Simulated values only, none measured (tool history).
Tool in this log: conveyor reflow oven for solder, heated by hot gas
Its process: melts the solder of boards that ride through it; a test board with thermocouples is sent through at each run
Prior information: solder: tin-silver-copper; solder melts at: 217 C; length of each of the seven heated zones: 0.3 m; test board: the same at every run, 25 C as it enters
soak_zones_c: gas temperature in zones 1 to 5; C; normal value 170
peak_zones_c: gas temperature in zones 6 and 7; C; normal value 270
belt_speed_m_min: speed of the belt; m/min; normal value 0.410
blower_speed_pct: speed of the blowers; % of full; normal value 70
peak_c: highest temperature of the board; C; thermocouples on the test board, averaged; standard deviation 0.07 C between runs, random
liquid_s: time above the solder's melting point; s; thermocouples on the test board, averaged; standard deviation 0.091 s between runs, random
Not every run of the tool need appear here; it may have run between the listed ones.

run 1 hour=0.0 | soak_zones_c=170 peak_zones_c=270 belt_speed_m_min=0.410 blower_speed_pct=70 | peak_c=254.20 liquid_s=67.53
run 2 hour=11.4 | soak_zones_c=170 peak_zones_c=270 belt_speed_m_min=0.410 blower_speed_pct=70 | peak_c=254.26 liquid_s=67.23
run 3 hour=18.2 | soak_zones_c=170 peak_zones_c=270 belt_speed_m_min=0.410 blower_speed_pct=70 | peak_c=254.13 liquid_s=67.21
run 4 hour=25.2 | soak_zones_c=170 peak_zones_c=270 belt_speed_m_min=0.410 blower_speed_pct=70 | peak_c=254.10 liquid_s=67.15
run 5 hour=33.7 | soak_zones_c=170 peak_zones_c=270 belt_speed_m_min=0.410 blower_speed_pct=70 | peak_c=254.13 liquid_s=67.20
run 6 hour=42.1 | soak_zones_c=170 peak_zones_c=270 belt_speed_m_min=0.477 blower_speed_pct=70 | peak_c=248.72 liquid_s=52.07
-- hour=49.0 flux residue cleaned out of gas plates and filters
run 7 hour=58.0 | soak_zones_c=170 peak_zones_c=270 belt_speed_m_min=0.477 blower_speed_pct=70 | peak_c=248.00 liquid_s=51.60
run 8 hour=66.7 | soak_zones_c=170 peak_zones_c=270 belt_speed_m_min=0.477 blower_speed_pct=70 | peak_c=248.21 liquid_s=51.60
run 9 hour=77.1 | soak_zones_c=170 peak_zones_c=270 belt_speed_m_min=0.410 blower_speed_pct=59 | peak_c=250.87 liquid_s=63.58
run 10 hour=87.1 | soak_zones_c=170 peak_zones_c=270 belt_speed_m_min=0.410 blower_speed_pct=70 | peak_c=253.69 liquid_s=66.60
-- hour=99.2 flux residue cleaned out of gas plates and filters, once more
run 11 hour=100.4 | soak_zones_c=170 peak_zones_c=270 belt_speed_m_min=0.410 blower_speed_pct=70 | peak_c=256.20 liquid_s=69.42
run 12 hour=109.5 | soak_zones_c=170 peak_zones_c=270 belt_speed_m_min=0.410 blower_speed_pct=70 | peak_c=256.24 liquid_s=69.52
run 13 hour=117.1 | soak_zones_c=170 peak_zones_c=270 belt_speed_m_min=0.410 blower_speed_pct=70 | peak_c=256.09 liquid_s=69.46
run 14 hour=125.8 | soak_zones_c=170 peak_zones_c=270 belt_speed_m_min=0.410 blower_speed_pct=70 | peak_c=256.09 liquid_s=69.30
run 15 hour=141.2 | soak_zones_c=170 peak_zones_c=270 belt_speed_m_min=0.410 blower_speed_pct=61 | peak_c=253.83 liquid_s=66.91
run 16 hour=152.3 | soak_zones_c=170 peak_zones_c=270 belt_speed_m_min=0.410 blower_speed_pct=61 | peak_c=253.91 liquid_s=66.81
run 17 hour=160.5 | soak_zones_c=182 peak_zones_c=279 belt_speed_m_min=0.476 blower_speed_pct=76 | peak_c=262.66 liquid_s=66.91
run 18 hour=174.5 | soak_zones_c=184 peak_zones_c=270 belt_speed_m_min=0.340 blower_speed_pct=57 | peak_c=260.10 liquid_s=94.72
run 19 hour=190.1 | soak_zones_c=184 peak_zones_c=270 belt_speed_m_min=0.340 blower_speed_pct=57 | peak_c=260.03 liquid_s=94.91
run 20 hour=206.3 | soak_zones_c=170 peak_zones_c=261 belt_speed_m_min=0.410 blower_speed_pct=84 | peak_c=250.28 liquid_s=66.00

What will run 21 give?
run 21 hour=218.3 | soak_zones_c=170 peak_zones_c=261 belt_speed_m_min=0.410 blower_speed_pct=84 | peak_c=? liquid_s=?

Run 21 measured peak_c 250.22 C, liquid_s 65.87 s.
Had the tool carried no hidden state, the very same run would have given peak_c 250.33 C, liquid_s 64.61 s.
